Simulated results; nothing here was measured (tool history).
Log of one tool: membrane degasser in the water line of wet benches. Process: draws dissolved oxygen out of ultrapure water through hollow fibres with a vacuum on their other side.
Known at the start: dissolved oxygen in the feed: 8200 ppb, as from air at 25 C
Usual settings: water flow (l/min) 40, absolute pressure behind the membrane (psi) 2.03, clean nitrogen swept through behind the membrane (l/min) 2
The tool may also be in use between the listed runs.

| run | hour | water flow (l/min) | absolute pressure behind the membrane (psi) | clean nitrogen swept through behind the membrane (l/min) | dissolved oxygen in the water behind the degasser (ppb) | pressure that the water loses in the fibres (psi) |
|---|---|---|---|---|---|---|
| 1 | 0 | 40 | 2.03 | 2 | 478.1 | 3.91 |
| 2 | 35.6 | 40 | 2.03 | 2 | 482.4 | 3.926 |
| 3 | 70.4 | 40 | 3.22 | 2 | 794.3 | 3.92 |
| 4 | 99.1 | 40 | 2.03 | 2 | 483.1 | 3.88 |
| 5 | 142.2 | 40 | 3.1 | 2 | 764.5 | 3.936 |
| 6 | 173.5 | 40 | 2.03 | 2 | 479.7 | 3.941 |
| 7 | 194.5 | 40 | 2.03 | 2 | 480.3 | 3.891 |
| 8 | 222.7 | 40 | 2.03 | 2 | 480.8 | 3.906 |
| 9 | 258.2 | 40 | 2.03 | 2 | 481.8 | 3.915 |
| 10 | 291.8 | 40 | 2.03 | 2 | 485.6 | 3.896 |
| 11 | 333.4 | 26 | 2.03 | 2 | 316.7 | 2.535 |
| 12 | 359.1 | 26 | 2.03 | 2 | 320.4 | 2.522 |
| 13 | 385.8 | 26 | 2.03 | 2 | 322.3 | 2.582 |
| 14 | 424.6 | 40 | 2.03 | 2 | 481.4 | 3.939 |
| 15 | 463.8 | 40 | 2.03 | 2 | 477 | 3.936 |
| 16 | 504.6 | 52 | 2.03 | 2 | 634 | 5.043 |
| 17 | 547.6 | 40 | 2.03 | 1.83 | 520.1 | 3.932 |
| 18 | 588.2 | 28 | 2.03 | 1.83 | 372.8 | 2.76 |
| 19 | 634.9 | 37 | 1.52 | 1.83 | 335 | 3.62 |
| 20 | 671.7 | 28 | 1.52 | 5.89 | 86.9 | 2.793 |
| 21 | 715.3 | 28 | 1.52 | 5.89 | 88 | 2.741 |
| 22 | 756.4 | 28 | 1.52 | 3.35 | 150.9 | 2.74 |
| 23 | 792.8 | 40 | 3.29 | 2.65 | 648.8 | 3.883 |
| 24 | 811.6 | 27 | 3.9 | 0.82 | 1396.7 | 2.643 |
| 25 | 836.6 | 39 | 1.78 | 0.82 | 796.2 | 3.828 |
| 26 | 867.1 | 31 | 1.81 | 5.31 | 136.7 | 3.075 |
| 27 | 910.9 | 31 | 1.42 | 2.19 | 219.1 | 3.079 |
| 28 | 947 | 31 | 1.42 | 2.19 | 217.4 | 3.062 |
| 29 | 988.2 | 31 | 2.22 | 4.34 | 209.8 | 3.011 |
| 30 | 1032 | 36 | 5.05 | 2 | 1136.4 | 3.556 |
| 31 | 1071.2 | 29 | 3.73 | 0.81 | 1407.4 | 2.831 |

4 ways to go on from here, each from the tool as it stands after run 31. What would each give?
| A | 1110.3 | 53 | 4.54 | 5.24 | ? | ? |
| B | 1110.3 | 46 | 4.51 | 1.7 | ? | ? |
| C | 1110.3 | 40 | 2.42 | 1.23 | ? | ? |
| D | 1110.3 | 29 | 3.25 | 0.81 | ? | ? |

| run | dissolved oxygen in the water behind the degasser (ppb) | pressure that the water loses in the fibres (psi) |
|---|---|---|
| A | 694.3 | 5.243 |
| B | 1411.5 | 4.561 |
| C | 865 | 3.955 |
| D | 1245.6 | 2.843 |
Without the tool's hidden state the same runs would have given:
| run | dissolved oxygen in the water behind the degasser (ppb) | pressure that the water loses in the fibres (psi) |
|---|---|---|
| A | 685.9 | 5.185 |
| B | 1400.8 | 4.511 |
| C | 854.6 | 3.912 |
| D | 1235 | 2.811 |

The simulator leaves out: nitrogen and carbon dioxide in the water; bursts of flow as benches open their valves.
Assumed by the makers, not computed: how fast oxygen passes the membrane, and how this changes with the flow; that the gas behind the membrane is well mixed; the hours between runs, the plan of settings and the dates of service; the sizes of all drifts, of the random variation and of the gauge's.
